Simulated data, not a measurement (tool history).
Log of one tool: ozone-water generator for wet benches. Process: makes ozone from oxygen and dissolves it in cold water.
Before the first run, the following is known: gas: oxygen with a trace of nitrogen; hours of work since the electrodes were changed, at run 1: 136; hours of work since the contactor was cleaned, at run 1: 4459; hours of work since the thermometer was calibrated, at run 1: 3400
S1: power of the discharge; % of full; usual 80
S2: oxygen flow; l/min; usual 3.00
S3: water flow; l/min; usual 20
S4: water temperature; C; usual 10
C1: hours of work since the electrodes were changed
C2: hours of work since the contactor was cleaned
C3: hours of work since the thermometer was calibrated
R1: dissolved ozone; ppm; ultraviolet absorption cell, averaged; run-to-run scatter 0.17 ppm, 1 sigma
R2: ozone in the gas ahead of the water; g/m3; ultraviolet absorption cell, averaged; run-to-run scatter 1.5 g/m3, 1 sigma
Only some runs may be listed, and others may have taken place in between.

Run 1, hour 0.0: usual settings; C1 136; C2 4459; C3 3400. Result: R1 22.0 ppm, R2 276.4 g/m3.
Run 2, hour 53.7: usual settings; C1 171; C2 4494; C3 3435. Result: R1 21.7 ppm, R2 275.8 g/m3.
Run 3, hour 105.8: usual settings but S1 85 % of full; C1 205; C2 4528; C3 3470. Result: R1 22.5 ppm, R2 287.4 g/m3.
Run 4, hour 184.3: usual settings but S1 85 % of full; C1 256; C2 4579; C3 3521. Result: R1 23.1 ppm, R2 284.1 g/m3.
Run 5, hour 270.2: usual settings but S1 85 % of full; C1 312; C2 4635; C3 3577. Result: R1 22.9 ppm, R2 287.6 g/m3.
Run 6, hour 327.1: usual settings but S1 85 % of full; C1 350; C2 4673; C3 3614. Result: R1 22.9 ppm, R2 285.0 g/m3.
At hour 336.8: water thermometer calibrated.
Run 7, hour 406.5: usual settings but S1 85 % of full; C1 401; C2 4724; C3 46. Result: R1 22.8 ppm, R2 285.7 g/m3.
Run 8, hour 482.7: usual settings but S1 64 % of full; C1 451; C2 4774; C3 95. Result: R1 18.9 ppm, R2 237.1 g/m3.
Run 9, hour 566.3: usual settings; C1 506; C2 4829; C3 150. Result: R1 21.6 ppm, R2 269.8 g/m3.
Run 10, hour 646.5: usual settings but S3 21 l/min; C1 558; C2 4881; C3 202. Result: R1 20.4 ppm, R2 272.6 g/m3.
Run 11, hour 695.5: usual settings but S3 21 l/min; C1 590; C2 4913; C3 234. Result: R1 20.5 ppm, R2 275.5 g/m3.
Run 12, hour 796.0: usual settings but S4 6 C; C1 656; C2 4979; C3 300. Result: R1 22.5 ppm, R2 271.8 g/m3.
Run 13, hour 857.6: usual settings but S3 13 l/min; C1 696; C2 5019; C3 340. Result: R1 33.3 ppm, R2 272.9 g/m3.
Run 14, hour 957.7: usual settings but S3 13 l/min, S4 7 C; C1 762; C2 5084; C3 406. Result: R1 34.9 ppm, R2 271.8 g/m3.
Run 15, hour 1008.0: usual settings; C1 794; C2 5117; C3 439. Result: R1 21.6 ppm, R2 272.2 g/m3.
Run 16, hour 1107.4: usual settings; C1 859; C2 5182; C3 504. Result: R1 21.8 ppm, R2 270.0 g/m3.
Run 17, hour 1164.1: usual settings but S2 2.60 l/min, S3 14 l/min; C1 897; C2 5219; C3 541. Result: R1 30.2 ppm, R2 292.1 g/m3.
Run 18, hour 1236.7: usual settings but S2 2.60 l/min, S3 18 l/min; C1 944; C2 5267; C3 588. Result: R1 23.2 ppm, R2 293.0 g/m3.
Run 19, hour 1309.9: usual settings but S2 1.80 l/min, S4 9 C; C1 992; C2 5315; C3 636. Result: R1 18.6 ppm, R2 349.2 g/m3.
Run 20, hour 1403.1: usual settings but S1 98 % of full, S2 1.80 l/min, S3 27 l/min, S4 15 C; C1 1053; C2 5376; C3 697. Result: R1 14.4 ppm, R2 398.7 g/m3.
Run 21, hour 1479.4: usual settings but S1 98 % of full, S2 1.75 l/min, S3 27 l/min, S4 5 C; C1 1103; C2 5425; C3 747. Result: R1 14.7 ppm, R2 401.8 g/m3.
Run 22, hour 1574.0: usual settings but S1 52 % of full, S2 1.75 l/min, S3 14 l/min, S4 7 C; C1 1164; C2 5487; C3 809. Result: R1 21.4 ppm, R2 267.7 g/m3.
Run 23, hour 1632.8: usual settings but S1 70 % of full, S2 5.30 l/min, S4 8 C; C1 1203; C2 5526; C3 847. Result: R1 22.0 ppm, R2 187.2 g/m3.
Run 24, hour 1694.9: usual settings but S3 15 l/min, S4 12 C; C1 1243; C2 5566; C3 888. Result: R1 27.8 ppm, R2 269.4 g/m3.
Run 25, hour 1794.7: usual settings but S1 71 % of full, S3 30 l/min, S4 12 C; C1 1309; C2 5632; C3 953. Result: R1 12.0 ppm, R2 247.9 g/m3.
Run 26, hour 1893.9: usual settings but S1 60 % of full, S2 2.69 l/min, S3 29 l/min, S4 11 C; C1 1374; C2 5696; C3 1018. Result: R1 11.0 ppm, R2 237.4 g/m3.
Run 27, hour 1944.6: usual settings but S1 53 % of full, S4 6 C; C1 1407; C2 5730; C3 1051. Result: R1 17.2 ppm, R2 205.6 g/m3.
Run 28, hour 2026.3: usual settings but S1 53 % of full, S4 6 C; C1 1460; C2 5783; C3 1104. Result: R1 16.9 ppm, R2 205.6 g/m3.
Run 29, hour 2076.5: usual settings but S3 19 l/min, S4 5 C; C1 1493; C2 5816; C3 1137. Result: R1 23.6 ppm, R2 267.0 g/m3.
Run 30, hour 2175.4: usual settings but S1 43 % of full, S2 4.45 l/min, S3 26 l/min, S4 12 C; C1 1558; C2 5880; C3 1202. Result: R1 11.5 ppm, R2 147.4 g/m3.
Run 31, hour 2291.9: usual settings but S1 43 % of full, S2 4.45 l/min, S3 26 l/min, S4 12 C; C1 1634; C2 5957; C3 1278. Result: R1 11.5 ppm, R2 149.5 g/m3.
Run 32, hour 2380.0: usual settings but S1 43 % of full, S2 4.45 l/min, S3 26 l/min, S4 12 C; C1 1691; C2 6014; C3 1336. Result: R1 11.6 ppm, R2 148.4 g/m3.

Below are 3 alternative next runs, each starting from the tool's condition after run 32. Predict each:
Run A, hour 2442.5: usual settings but S1 67 % of full, S2 4.45 l/min, S3 18 l/min; C1 1732; C2 6055; C3 1377. Result: R1 ?, R2 ?.
Run B, hour 2442.5: usual settings but S1 47 % of full, S2 4.45 l/min, S3 26 l/min, S4 12 C; C1 1732; C2 6055; C3 1377. Result: R1 ?, R2 ?.
Run C, hour 2442.5: usual settings but S1 90 % of full, S2 2.12 l/min, S3 16 l/min, S4 12 C; C1 1732; C2 6055; C3 1377. Result: R1 ?, R2 ?.

run    R1     R2
  A  22.7  196.6
  B  12.2  156.7
  C  26.0  343.3
What these runs would have given with no unlogged condition in the tool:
run    R1     R2
  A  24.8  203.8
  B  13.4  161.0
  C  28.5  358.4

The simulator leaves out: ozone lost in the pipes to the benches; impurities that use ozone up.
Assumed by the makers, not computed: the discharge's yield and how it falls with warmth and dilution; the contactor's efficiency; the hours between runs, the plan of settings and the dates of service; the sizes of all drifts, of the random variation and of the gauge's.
